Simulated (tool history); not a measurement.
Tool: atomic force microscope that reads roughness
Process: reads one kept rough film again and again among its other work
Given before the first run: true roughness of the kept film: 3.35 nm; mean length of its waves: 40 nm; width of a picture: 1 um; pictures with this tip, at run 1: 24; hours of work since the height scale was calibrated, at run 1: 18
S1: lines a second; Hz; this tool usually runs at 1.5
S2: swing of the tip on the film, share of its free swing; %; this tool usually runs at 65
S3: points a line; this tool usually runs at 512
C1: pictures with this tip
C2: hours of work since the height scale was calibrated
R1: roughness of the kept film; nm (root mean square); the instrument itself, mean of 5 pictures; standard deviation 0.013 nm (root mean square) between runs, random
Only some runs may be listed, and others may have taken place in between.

run  hour    S1  S2   S3  C1  C2     R1
  1     0   1.5  65  512  24  18  2.899
  2   4.1  2.84  65  512  28  20  2.798
  3  11.1  2.84  65  512  34  24  2.723
  4  16.3  2.84  65  512  39  26   2.71
  5  25.5  2.84  65  512  47  31  2.633
  6  30.3  0.84  65  512  51  33  2.701
  7  38.8  0.84  65  512  59  38  2.628
  8  47.6  1.77  80  418  67  42  2.449
     48.6  -- new tip fitted
  9    54  1.77  80  418   4  45  2.935
 10  59.8  1.36  61  450  10  48  2.995
 11  66.7  1.36  61  262  16  51  2.922

Each row is a separate what-if for the run after 11, all from the same tool condition, not one after another. Results?
  A  75.6  0.69  66  578  24  56   ?
  B  75.6  2.61  79  262  24  56   ?
  C  75.6  1.23  63  541  24  56   ?
  D  75.6  0.54  66  454  24  56   ?

run     R1
  A  2.918
  B  2.676
  C  2.891
  D  2.934
Without the tool's unlogged condition, the same runs would have read:
run     R1
  A  3.132
  B  2.873
  C  3.104
  D   3.15
